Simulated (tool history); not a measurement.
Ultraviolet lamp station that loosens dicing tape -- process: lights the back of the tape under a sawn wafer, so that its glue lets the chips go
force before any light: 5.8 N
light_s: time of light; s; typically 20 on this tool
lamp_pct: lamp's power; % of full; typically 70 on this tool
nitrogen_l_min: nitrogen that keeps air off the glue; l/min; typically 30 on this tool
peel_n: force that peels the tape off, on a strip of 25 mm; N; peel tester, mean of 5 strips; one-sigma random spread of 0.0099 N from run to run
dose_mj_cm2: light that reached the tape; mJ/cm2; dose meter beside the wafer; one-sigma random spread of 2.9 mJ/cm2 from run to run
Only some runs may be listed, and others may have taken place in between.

{"run": 1, "hour": 0.0, "light_s": 20, "lamp_pct": 70, "nitrogen_l_min": 30, "peel_n": 0.456, "dose_mj_cm2": 406}
{"run": 2, "hour": 14.8, "light_s": 20, "lamp_pct": 70, "nitrogen_l_min": 30, "peel_n": 0.471, "dose_mj_cm2": 407}
{"run": 3, "hour": 30.9, "light_s": 20, "lamp_pct": 70, "nitrogen_l_min": 30, "peel_n": 0.476, "dose_mj_cm2": 410}
{"run": 4, "hour": 54.9, "light_s": 20, "lamp_pct": 70, "nitrogen_l_min": 9, "peel_n": 0.953, "dose_mj_cm2": 408}
{"run": 5, "hour": 82.4, "light_s": 20, "lamp_pct": 78, "nitrogen_l_min": 30, "peel_n": 0.417, "dose_mj_cm2": 446}
{"run": 6, "hour": 102.3, "light_s": 20, "lamp_pct": 78, "nitrogen_l_min": 30, "peel_n": 0.431, "dose_mj_cm2": 443}
{"run": 7, "hour": 122.7, "light_s": 20, "lamp_pct": 78, "nitrogen_l_min": 30, "peel_n": 0.407, "dose_mj_cm2": 439}
{"run": 8, "hour": 149.3, "light_s": 20, "lamp_pct": 78, "nitrogen_l_min": 30, "peel_n": 0.41, "dose_mj_cm2": 434}
{"run": 9, "hour": 165.0, "light_s": 20, "lamp_pct": 70, "nitrogen_l_min": 30, "peel_n": 0.487, "dose_mj_cm2": 395}
{"run": 10, "hour": 187.4, "light_s": 20, "lamp_pct": 70, "nitrogen_l_min": 13, "peel_n": 0.816, "dose_mj_cm2": 392}
{"run": 11, "hour": 208.5, "light_s": 20, "lamp_pct": 78, "nitrogen_l_min": 30, "peel_n": 0.427, "dose_mj_cm2": 438}
{"run": 12, "hour": 223.3, "light_s": 20, "lamp_pct": 70, "nitrogen_l_min": 30, "peel_n": 0.499, "dose_mj_cm2": 394}
{"run": 13, "hour": 243.2, "light_s": 20, "lamp_pct": 70, "nitrogen_l_min": 30, "peel_n": 0.501, "dose_mj_cm2": 385}
{"run": 14, "hour": 271.5, "light_s": 20, "lamp_pct": 62, "nitrogen_l_min": 30, "peel_n": 0.626, "dose_mj_cm2": 344}
{"run": 15, "hour": 291.9, "light_s": 20, "lamp_pct": 62, "nitrogen_l_min": 30, "peel_n": 0.61, "dose_mj_cm2": 342}
{"run": 16, "hour": 314.3, "light_s": 20, "lamp_pct": 62, "nitrogen_l_min": 30, "peel_n": 0.606, "dose_mj_cm2": 337}
{"run": 17, "hour": 341.2, "light_s": 20, "lamp_pct": 62, "nitrogen_l_min": 30, "peel_n": 0.63, "dose_mj_cm2": 334}
{"run": 18, "hour": 359.7, "light_s": 20, "lamp_pct": 70, "nitrogen_l_min": 30, "peel_n": 0.52, "dose_mj_cm2": 373}
{"run": 19, "hour": 371.5, "light_s": 34, "lamp_pct": 70, "nitrogen_l_min": 30, "peel_n": 0.282, "dose_mj_cm2": 644}
{"run": 20, "hour": 398.9, "light_s": 23, "lamp_pct": 70, "nitrogen_l_min": 30, "peel_n": 0.42, "dose_mj_cm2": 427}
{"run": 21, "hour": 418.7, "light_s": 23, "lamp_pct": 70, "nitrogen_l_min": 30, "peel_n": 0.425, "dose_mj_cm2": 431}
{"run": 22, "hour": 441.4, "light_s": 21, "lamp_pct": 70, "nitrogen_l_min": 17, "peel_n": 0.678, "dose_mj_cm2": 392}
{"run": 23, "hour": 462.9, "light_s": 21, "lamp_pct": 70, "nitrogen_l_min": 17, "peel_n": 0.709, "dose_mj_cm2": 388}
{"run": 24, "hour": 489.6, "light_s": 33, "lamp_pct": 94, "nitrogen_l_min": 12, "peel_n": 0.29, "dose_mj_cm2": 805}
{"hour": 494.3, "done": "window cleaned of glue's vapour"}
{"run": 25, "hour": 507.7, "light_s": 33, "lamp_pct": 94, "nitrogen_l_min": 12, "peel_n": 0.32, "dose_mj_cm2": 770}
{"run": 26, "hour": 528.2, "light_s": 37, "lamp_pct": 94, "nitrogen_l_min": 12, "peel_n": 0.294, "dose_mj_cm2": 850}
{"run": 27, "hour": 554.1, "light_s": 37, "lamp_pct": 94, "nitrogen_l_min": 12, "peel_n": 0.292, "dose_mj_cm2": 863}
{"run": 28, "hour": 580.5, "light_s": 13, "lamp_pct": 78, "nitrogen_l_min": 26, "peel_n": 1.125, "dose_mj_cm2": 250}
{"run": 29, "hour": 609.1, "light_s": 11, "lamp_pct": 64, "nitrogen_l_min": 18, "peel_n": 2.021, "dose_mj_cm2": 171}
{"hour": 633.1, "done": "window cleaned of glue's vapour, once more"}
{"run": 30, "hour": 636.8, "light_s": 13, "lamp_pct": 86, "nitrogen_l_min": 18, "peel_n": 0.91, "dose_mj_cm2": 312}
{"run": 31, "hour": 664.1, "light_s": 13, "lamp_pct": 86, "nitrogen_l_min": 18, "peel_n": 0.955, "dose_mj_cm2": 314}
{"run": 32, "hour": 689.1, "light_s": 13, "lamp_pct": 64, "nitrogen_l_min": 26, "peel_n": 1.246, "dose_mj_cm2": 233}
{"run": 33, "hour": 709.2, "light_s": 12, "lamp_pct": 64, "nitrogen_l_min": 55, "peel_n": 0.981, "dose_mj_cm2": 211}
{"run": 34, "hour": 733.4, "light_s": 14, "lamp_pct": 60, "nitrogen_l_min": 47, "peel_n": 0.921, "dose_mj_cm2": 232}
{"run": 35, "hour": 750.7, "light_s": 20, "lamp_pct": 70, "nitrogen_l_min": 14, "peel_n": 0.799, "dose_mj_cm2": 386}
{"run": 36, "hour": 771.8, "light_s": 20, "lamp_pct": 70, "nitrogen_l_min": 14, "peel_n": 0.808, "dose_mj_cm2": 382}
{"run": 37, "hour": 794.3, "light_s": 21, "lamp_pct": 62, "nitrogen_l_min": 30, "peel_n": 0.577, "dose_mj_cm2": 356}
{"run": 38, "hour": 818.8, "light_s": 21, "lamp_pct": 62, "nitrogen_l_min": 30, "peel_n": 0.603, "dose_mj_cm2": 353}
{"run": 39, "hour": 834.9, "light_s": 20, "lamp_pct": 82, "nitrogen_l_min": 13, "peel_n": 0.669, "dose_mj_cm2": 440}
{"run": 40, "hour": 855.2, "light_s": 20, "lamp_pct": 81, "nitrogen_l_min": 17, "peel_n": 0.577, "dose_mj_cm2": 431}
{"run": 41, "hour": 881.9, "light_s": 20, "lamp_pct": 81, "nitrogen_l_min": 17, "peel_n": 0.577, "dose_mj_cm2": 433}
{"run": 42, "hour": 898.5, "light_s": 31, "lamp_pct": 81, "nitrogen_l_min": 17, "peel_n": 0.328, "dose_mj_cm2": 666}

Below, each run's measurement less what the same run would have read without the hidden state. Both values contain the same run-to-run variation, but the gauge's scatter may not be the same in both:
Hidden state present: lamp's light, % of a new lamp's; light that the window lets through, % of a clean one's; drift of the gauge itself on peel_n, %; drift of the gauge itself on dose_mj_cm2, %.
run=1 peel_n=+0.041 dose_mj_cm2=-27
run=2 peel_n=+0.044 dose_mj_cm2=-28
run=3 peel_n=+0.045 dose_mj_cm2=-30
run=4 peel_n=+0.104 dose_mj_cm2=-31
run=5 peel_n=+0.042 dose_mj_cm2=-37
run=6 peel_n=+0.044 dose_mj_cm2=-39
run=7 peel_n=+0.044 dose_mj_cm2=-40
run=8 peel_n=+0.048 dose_mj_cm2=-43
run=9 peel_n=+0.064 dose_mj_cm2=-39
run=10 peel_n=+0.122 dose_mj_cm2=-41
run=11 peel_n=+0.054 dose_mj_cm2=-48
run=12 peel_n=+0.075 dose_mj_cm2=-44
run=13 peel_n=+0.078 dose_mj_cm2=-45
run=14 peel_n=+0.106 dose_mj_cm2=-42
run=15 peel_n=+0.108 dose_mj_cm2=-43
run=16 peel_n=+0.110 dose_mj_cm2=-45
run=17 peel_n=+0.119 dose_mj_cm2=-47
run=18 peel_n=+0.096 dose_mj_cm2=-54
run=19 peel_n=+0.018 dose_mj_cm2=-94
run=20 peel_n=+0.073 dose_mj_cm2=-66
run=21 peel_n=+0.075 dose_mj_cm2=-68
run=22 peel_n=+0.146 dose_mj_cm2=-64
run=23 peel_n=+0.158 dose_mj_cm2=-65
run=24 peel_n=+0.029 dose_mj_cm2=-141
run=25 peel_n=+0.047 dose_mj_cm2=-188
run=26 peel_n=+0.030 dose_mj_cm2=-213
run=27 peel_n=+0.031 dose_mj_cm2=-222
run=28 peel_n=+0.339 dose_mj_cm2=-66
run=29 peel_n=+0.473 dose_mj_cm2=-46
run=30 peel_n=+0.128 dose_mj_cm2=-32
run=31 peel_n=+0.141 dose_mj_cm2=-33
run=32 peel_n=+0.178 dose_mj_cm2=-26
run=33 peel_n=+0.157 dose_mj_cm2=-25
run=34 peel_n=+0.155 dose_mj_cm2=-28
run=35 peel_n=+0.140 dose_mj_cm2=-50
run=36 peel_n=+0.146 dose_mj_cm2=-51
run=37 peel_n=+0.105 dose_mj_cm2=-48
run=38 peel_n=+0.114 dose_mj_cm2=-50
run=39 peel_n=+0.133 dose_mj_cm2=-65
run=40 peel_n=+0.116 dose_mj_cm2=-66
run=41 peel_n=+0.120 dose_mj_cm2=-68
run=42 peel_n=+0.037 dose_mj_cm2=-108
